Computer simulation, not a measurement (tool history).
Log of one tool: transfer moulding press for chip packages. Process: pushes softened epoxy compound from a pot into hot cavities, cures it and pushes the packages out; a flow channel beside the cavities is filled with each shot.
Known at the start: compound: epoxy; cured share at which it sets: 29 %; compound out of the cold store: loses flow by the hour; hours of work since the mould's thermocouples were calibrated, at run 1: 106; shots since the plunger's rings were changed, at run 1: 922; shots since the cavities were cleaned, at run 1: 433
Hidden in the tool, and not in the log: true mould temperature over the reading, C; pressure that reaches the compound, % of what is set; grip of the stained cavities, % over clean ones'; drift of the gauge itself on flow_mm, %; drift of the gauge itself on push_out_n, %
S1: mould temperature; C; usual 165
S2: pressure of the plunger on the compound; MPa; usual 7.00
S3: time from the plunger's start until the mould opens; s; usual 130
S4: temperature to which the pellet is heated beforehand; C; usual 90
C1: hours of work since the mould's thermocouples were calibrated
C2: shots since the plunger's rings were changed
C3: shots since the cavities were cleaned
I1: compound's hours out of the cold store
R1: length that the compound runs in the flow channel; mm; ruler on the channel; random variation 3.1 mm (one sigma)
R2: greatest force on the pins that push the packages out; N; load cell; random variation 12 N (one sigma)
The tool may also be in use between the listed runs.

run	hour	S1	S2	S3	S4	C1	C2	C3	I1	R1	R2
1	0.0	165	7.00	130	90	106	922	433	17.2	937	1016
2	19.4	165	7.00	130	90	116	1067	578	9.9	967	1134
# hour 32.4: cavities cleaned with cleaning compound and waxed
3	44.2	165	7.00	130	90	128	1241	88	22.6	918	715
4	65.5	165	7.00	160	90	139	1400	247	28.5	888	759
5	90.3	165	7.00	160	90	152	1585	432	23.8	908	847
6	103.2	165	7.00	130	90	159	1682	529	35.3	864	1059
7	117.9	165	6.18	130	90	167	1791	638	17.6	874	1099
# hour 122.0: cavities cleaned with cleaning compound and waxed
8	139.1	165	6.18	130	91	177	1938	128	42.8	787	740
9	161.8	165	6.18	130	91	189	2107	297	42.2	784	903
10	187.0	165	7.00	130	90	202	2296	486	14.6	926	1042
# hour 210.9: cavities cleaned with cleaning compound and waxed
11	212.4	165	7.00	130	90	215	2474	11	42.9	833	570
12	238.0	165	7.00	130	90	228	2665	202	41.0	832	799
13	261.5	165	7.00	130	90	240	2841	378	29.1	870	989
14	277.9	165	7.00	130	90	249	2963	500	13.8	925	1048
# hour 290.1: plunger's sealing rings changed
15	291.5	163	7.00	130	90	255	10	582	18.8	948	1203
# hour 303.5: cavities cleaned with cleaning compound and waxed
16	308.4	165	7.00	145	87	263	125	36	43.3	856	556
17	325.0	165	7.00	145	87	271	249	160	37.2	871	697
18	348.7	165	7.00	145	87	284	426	337	10.8	969	853
19	368.9	165	7.00	145	87	294	577	488	40.0	862	930
20	385.7	157	8.69	145	96	303	703	614	40.8	996	1486
# hour 393.0: cavities cleaned with cleaning compound and waxed
21	399.1	165	7.00	130	90	309	792	46	30.5	892	647
22	421.1	165	7.00	130	90	321	956	210	45.9	840	821
23	438.2	165	7.00	130	90	330	1083	337	31.0	880	967
24	451.5	162	6.14	136	86	337	1183	437	15.1	896	1130
25	468.1	162	6.14	136	86	345	1306	560	14.2	903	1252
# hour 483.4: cavities cleaned with cleaning compound and waxed
26	493.4	165	8.52	152	90	358	1484	75	35.9	950	567
27	518.2	167	8.52	137	99	371	1669	260	26.7	972	793
28	530.7	167	8.52	137	99	377	1762	353	36.2	933	831

Forecast each of these 5 alternatives for the next run:
A	544.8	172	7.00	142	92	385	1868	459	44.2	?	?
B	544.8	167	8.52	137	90	385	1868	459	22.0	?	?
C	544.8	167	8.52	126	99	385	1868	459	40.3	?	?
D	544.8	161	7.00	130	90	385	1868	459	8.9	?	?
E	544.8	167	8.52	156	91	385	1868	459	24.8	?	?

run	R1	R2
A	802	835
B	986	891
C	924	913
D	983	1351
E	974	832
Without the tool's hidden state the same runs would have given:
run	R1	R2
A	823	460
B	1012	492
C	948	503
D	1009	749
E	1000	455
